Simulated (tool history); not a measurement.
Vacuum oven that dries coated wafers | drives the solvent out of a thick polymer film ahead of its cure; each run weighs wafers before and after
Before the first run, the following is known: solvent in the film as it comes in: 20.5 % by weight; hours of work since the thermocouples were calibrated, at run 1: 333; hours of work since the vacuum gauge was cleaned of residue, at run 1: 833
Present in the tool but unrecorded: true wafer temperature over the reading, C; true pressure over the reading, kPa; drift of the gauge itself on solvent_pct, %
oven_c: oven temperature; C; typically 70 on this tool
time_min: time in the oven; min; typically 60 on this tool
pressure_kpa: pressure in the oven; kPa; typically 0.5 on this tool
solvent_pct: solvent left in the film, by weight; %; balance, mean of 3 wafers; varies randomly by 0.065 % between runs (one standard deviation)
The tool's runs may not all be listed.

| run | hour | oven_c | time_min | pressure_kpa | hours of work since the thermocouples were calibrated | hours of work since the vacuum gauge was cleaned of residue | solvent_pct |
|---|---|---|---|---|---|---|---|
| 1 | 0 | 70 | 60 | 0.5 | 333 | 833 | 4.1 |
| 2 | 15 | 84 | 60 | 0.5 | 341 | 842 | 0.52 |
| 3 | 29.5 | 70 | 60 | 0.5 | 349 | 849 | 4 |
| 4 | 50.8 | 70 | 60 | 0.5 | 361 | 861 | 4 |
| 5 | 60.7 | 74 | 60 | 0.5 | 366 | 867 | 2.6 |
| 6 | 78.7 | 74 | 60 | 0.5 | 376 | 876 | 2.52 |
| 7 | 96.7 | 70 | 60 | 0.336 | 386 | 886 | 3.9 |
| 8 | 117.1 | 70 | 60 | 0.336 | 397 | 897 | 3.94 |
| 9 | 131.8 | 70 | 60 | 0.623 | 405 | 905 | 4 |
| 10 | 143.6 | 70 | 60 | 0.5 | 412 | 912 | 4 |
| 11 | 164.1 | 70 | 60 | 1.071 | 423 | 923 | 4.15 |
| 12 | 184.3 | 64 | 60 | 0.5 | 434 | 934 | 6.57 |
| 13 | 205 | 64 | 60 | 0.5 | 445 | 945 | 6.35 |
| 14 | 221.2 | 70 | 40 | 0.5 | 454 | 954 | 6.37 |
| 15 | 243.7 | 70 | 40 | 0.5 | 466 | 967 | 6.27 |
| 16 | 256.1 | 70 | 40 | 0.5 | 473 | 973 | 6.38 |
| 17 | 279.7 | 70 | 60 | 0.5 | 486 | 986 | 3.87 |
| 18 | 289.4 | 57 | 60 | 0.839 | 491 | 992 | 9.67 |
| 19 | 301.6 | 62 | 38 | 0.257 | 498 | 998 | 9.85 |
| 20 | 321.3 | 62 | 38 | 0.257 | 509 | 1009 | 10.15 |
| 21 | 342.7 | 56 | 86 | 0.64 | 520 | 1021 | 8.05 |
| 22 | 353.8 | 56 | 44 | 0.632 | 526 | 1027 | 11.65 |
| 23 | 364.1 | 56 | 44 | 0.632 | 532 | 1032 | 11.59 |
|  | 367.5 | oven's thermocouples calibrated |
| 24 | 376.9 | 70 | 49 | 0.368 | 5 | 1038 | 5 |
| 25 | 389.2 | 83 | 65 | 0.284 | 12 | 1045 | 0.42 |
| 26 | 413 | 83 | 65 | 0.284 | 25 | 1058 | 0.45 |
| 27 | 427.3 | 61 | 66 | 0.327 | 33 | 1066 | 7.18 |
| 28 | 449.3 | 61 | 60 | 0.562 | 45 | 1078 | 7.84 |
| 29 | 465.7 | 56 | 62 | 0.562 | 54 | 1087 | 9.72 |
| 30 | 478.2 | 56 | 79 | 0.562 | 61 | 1094 | 8.24 |
|  | 481.9 | oven's thermocouples calibrated, once more |
| 31 | 500 | 56 | 79 | 0.562 | 10 | 1105 | 8.82 |
| 32 | 519.6 | 56 | 79 | 0.562 | 21 | 1115 | 8.82 |
| 33 | 541.6 | 78 | 34 | 0.5 | 33 | 1127 | 4.3 |

5 options for the next run, each taken on its own from the tool as it stands now. Forecast them:
| A | 559.1 | 55 | 32 | 0.5 | 42 | 1137 | ? |
| B | 559.1 | 56 | 66 | 1.01 | 42 | 1137 | ? |
| C | 559.1 | 70 | 70 | 0.5 | 42 | 1137 | ? |
| D | 559.1 | 83 | 36 | 0.5 | 42 | 1137 | ? |
| E | 559.1 | 78 | 72 | 0.949 | 42 | 1137 | ? |

| run | solvent_pct |
|---|---|
| A | 13.35 |
| B | 9.86 |
| C | 3.4 |
| D | 2.35 |
| E | 1.09 |
Without the tool's hidden state the same runs would have given:
| run | solvent_pct |
|---|---|
| A | 13.26 |
| B | 9.73 |
| C | 3.29 |
| D | 2.29 |
| E | 1 |
